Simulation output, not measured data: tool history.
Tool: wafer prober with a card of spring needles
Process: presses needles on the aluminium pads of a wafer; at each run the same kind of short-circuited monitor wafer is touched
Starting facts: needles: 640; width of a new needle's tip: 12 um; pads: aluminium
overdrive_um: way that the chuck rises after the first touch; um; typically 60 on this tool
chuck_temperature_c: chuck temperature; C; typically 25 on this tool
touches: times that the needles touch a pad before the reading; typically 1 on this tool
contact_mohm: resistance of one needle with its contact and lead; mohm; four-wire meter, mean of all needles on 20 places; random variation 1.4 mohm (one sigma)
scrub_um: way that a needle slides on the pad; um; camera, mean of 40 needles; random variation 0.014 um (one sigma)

run,hour,overdrive_um,chuck_temperature_c,touches,contact_mohm,scrub_um
1,0,60,25,1,135,9.48
2,13.8,60,25,3,126,9.65
3,25.9,60,25,1,156,9.67
4,42.4,60,92,1,163,9.65
5,50.4,60,60,1,159,9.63
6,69.7,60,60,1,158,9.63
7,87.4,60,60,1,138,9.61
8,105.5,60,60,1,151,9.58
9,119.9,60,60,1,148,9.58
10,134,60,60,1,148,9.54
11,147.5,60,25,2,134,9.55
12,165.1,60,25,2,139,9.53
13,180.7,60,25,2,143,9.51
14,198,60,25,2,141,9.48
15,210.7,60,25,2,139,9.49
16,224.7,46,63,3,143,7.21
17,238.2,50,116,3,149,7.84
18,255.1,50,116,3,150,7.83
19,266.5,60,101,2,147,9.67
20,281.3,47,46,2,150,7.56
21,295.2,68,53,2,141,10.93
22,311,69,55,1,155,11.05
23,319.4,69,55,1,140,11.06
24,332.7,80,113,1,137,12.8
25,343.6,48,54,2,156,7.67

Taken out of this log: 25 entries between the listed runs. Where each belongs, and how the hidden state differs across it:
Run 1 -> run 2: height of the first contact set anew (hour 10.4); tips cleaned on abrasive film (hour 13.8)
  debris on the tips, nm: 35 -> 6.7; way that the needles fall short of the set height, um: 1.27 -> 0.07; tips' diameter, um: 13.33 -> 13.36
  measured value less the no-hidden-state value, contact_mohm: +12 -> +0 mohm; scrub_um: -0.2 -> -0.02 um
Run 3 -> run 4: tips cleaned on abrasive film (hour 28.8)
  debris on the tips, nm: 82.6 -> 82.9; way that the needles fall short of the set height, um: 0.07 -> 0.15; tips' diameter, um: 13.36 -> 13.39
  measured value less the no-hidden-state value, contact_mohm: +30 -> +30 mohm; scrub_um: -0.01 -> -0.03 um
Run 4 -> run 5: tips cleaned on abrasive film (hour 43.5)
  debris on the tips, nm: 82.9 -> 76; way that the needles fall short of the set height, um: 0.15 -> 0.25; tips' diameter, um: 13.39 -> 13.42
  measured value less the no-hidden-state value, contact_mohm: +30 -> +27 mohm; scrub_um: -0.03 -> -0.04 um
Run 5 -> run 6: tips cleaned on abrasive film (hour 58.5)
  debris on the tips, nm: 76 -> 82.3; way that the needles fall short of the set height, um: 0.25 -> 0.35; tips' diameter, um: 13.42 -> 13.46
  measured value less the no-hidden-state value, contact_mohm: +27 -> +30 mohm; scrub_um: -0.04 -> -0.05 um
Run 6 -> run 7: tips cleaned on abrasive film (hour 72.3); tips cleaned on abrasive film (hour 86.9)
  debris on the tips, nm: 82.3 -> 14.9; way that the needles fall short of the set height, um: 0.35 -> 0.51; tips' diameter, um: 13.46 -> 13.51
  measured value less the no-hidden-state value, contact_mohm: +30 -> +4 mohm; scrub_um: -0.05 -> -0.08 um
Run 7 -> run 8: tips cleaned on abrasive film (hour 101.5)
  debris on the tips, nm: 14.9 -> 58.4; way that the needles fall short of the set height, um: 0.51 -> 0.6; tips' diameter, um: 13.51 -> 13.54
  measured value less the no-hidden-state value, contact_mohm: +4 -> +21 mohm; scrub_um: -0.08 -> -0.1 um
Run 8 -> run 9: tips cleaned on abrasive film (hour 116.2)
  debris on the tips, nm: 58.4 -> 56.1; way that the needles fall short of the set height, um: 0.6 -> 0.68; tips' diameter, um: 13.54 -> 13.57
  measured value less the no-hidden-state value, contact_mohm: +21 -> +19 mohm; scrub_um: -0.1 -> -0.11 um
Run 9 -> run 10: tips cleaned on abrasive film (hour 130.8)
  debris on the tips, nm: 56.1 -> 54.8; way that the needles fall short of the set height, um: 0.68 -> 0.78; tips' diameter, um: 13.57 -> 13.61
  measured value less the no-hidden-state value, contact_mohm: +19 -> +19 mohm; scrub_um: -0.11 -> -0.13 um
Run 10 -> run 11: tips cleaned on abrasive film (hour 145.1)
  debris on the tips, nm: 54.8 -> 46.9; way that the needles fall short of the set height, um: 0.78 -> 0.87; tips' diameter, um: 13.61 -> 13.64
  measured value less the no-hidden-state value, contact_mohm: +19 -> +10 mohm; scrub_um: -0.13 -> -0.14 um
Run 11 -> run 12: tips cleaned on abrasive film (hour 160.1)
  debris on the tips, nm: 46.9 -> 66.9; way that the needles fall short of the set height, um: 0.87 -> 0.95; tips' diameter, um: 13.64 -> 13.67
  measured value less the no-hidden-state value, contact_mohm: +10 -> +15 mohm; scrub_um: -0.14 -> -0.16 um
Run 12 -> run 13: tips cleaned on abrasive film (hour 174.7)
  debris on the tips, nm: 66.9 -> 72.7; way that the needles fall short of the set height, um: 0.95 -> 1.05; tips' diameter, um: 13.67 -> 13.7
  measured value less the no-hidden-state value, contact_mohm: +15 -> +17 mohm; scrub_um: -0.16 -> -0.17 um
Run 13 -> run 14: tips cleaned on abrasive film (hour 189.5)
  debris on the tips, nm: 72.7 -> 78.9; way that the needles fall short of the set height, um: 1.05 -> 1.14; tips' diameter, um: 13.7 -> 13.73
  measured value less the no-hidden-state value, contact_mohm: +17 -> +18 mohm; scrub_um: -0.17 -> -0.19 um
Run 14 -> run 15: tips cleaned on abrasive film (hour 204.2)
  debris on the tips, nm: 78.9 -> 73.3; way that the needles fall short of the set height, um: 1.14 -> 1.23; tips' diameter, um: 13.73 -> 13.76
  measured value less the no-hidden-state value, contact_mohm: +18 -> +16 mohm; scrub_um: -0.19 -> -0.2 um
Run 15 -> run 16: tips cleaned on abrasive film (hour 218.1)
  debris on the tips, nm: 73.3 -> 72.3; way that the needles fall short of the set height, um: 1.23 -> 1.3; tips' diameter, um: 13.76 -> 13.79
  measured value less the no-hidden-state value, contact_mohm: +16 -> +15 mohm; scrub_um: -0.2 -> -0.22 um
Run 16 -> run 17: tips cleaned on abrasive film (hour 232)
  debris on the tips, nm: 72.3 -> 71.6; way that the needles fall short of the set height, um: 1.3 -> 1.37; tips' diameter, um: 13.79 -> 13.81
  measured value less the no-hidden-state value, contact_mohm: +15 -> +11 mohm; scrub_um: -0.22 -> -0.22 um
Run 17 -> run 18: tips cleaned on abrasive film (hour 246.3)
  debris on the tips, nm: 71.6 -> 77.3; way that the needles fall short of the set height, um: 1.37 -> 1.45; tips' diameter, um: 13.81 -> 13.84
  measured value less the no-hidden-state value, contact_mohm: +11 -> +12 mohm; scrub_um: -0.22 -> -0.24 um
Run 18 -> run 19: height of the first contact set anew (hour 256.5); tips cleaned on abrasive film (hour 260.6)
  debris on the tips, nm: 77.3 -> 70.4; way that the needles fall short of the set height, um: 1.45 -> 0.1; tips' diameter, um: 13.84 -> 13.88
  measured value less the no-hidden-state value, contact_mohm: +12 -> +14 mohm; scrub_um: -0.24 -> -0.02 um
Run 19 -> run 20: tips cleaned on abrasive film (hour 274.6)
  debris on the tips, nm: 70.4 -> 72.8; way that the needles fall short of the set height, um: 0.1 -> 0.19; tips' diameter, um: 13.88 -> 13.91
  measured value less the no-hidden-state value, contact_mohm: +14 -> +24 mohm; scrub_um: -0.02 -> -0.03 um
Run 20 -> run 21: tips cleaned on abrasive film (hour 288.6)
  debris on the tips, nm: 72.8 -> 73.9; way that the needles fall short of the set height, um: 0.19 -> 0.3; tips' diameter, um: 13.91 -> 13.95
  measured value less the no-hidden-state value, contact_mohm: +24 -> +14 mohm; scrub_um: -0.03 -> -0.05 um
Run 21 -> run 22: tips cleaned on abrasive film (hour 303)
  debris on the tips, nm: 73.9 -> 79.5; way that the needles fall short of the set height, um: 0.3 -> 0.39; tips' diameter, um: 13.95 -> 13.98
  measured value less the no-hidden-state value, contact_mohm: +14 -> +26 mohm; scrub_um: -0.05 -> -0.06 um
Run 22 -> run 23: tips cleaned on abrasive film (hour 317.3)
  debris on the tips, nm: 79.5 -> 41.7; way that the needles fall short of the set height, um: 0.39 -> 0.47; tips' diameter, um: 13.98 -> 14.01
  measured value less the no-hidden-state value, contact_mohm: +26 -> +13 mohm; scrub_um: -0.06 -> -0.07 um
Run 23 -> run 24: tips cleaned on abrasive film (hour 332)
  debris on the tips, nm: 41.7 -> 18.4; way that the needles fall short of the set height, um: 0.47 -> 0.57; tips' diameter, um: 14.01 -> 14.04
  measured value less the no-hidden-state value, contact_mohm: +13 -> +5 mohm; scrub_um: -0.07 -> -0.09 um
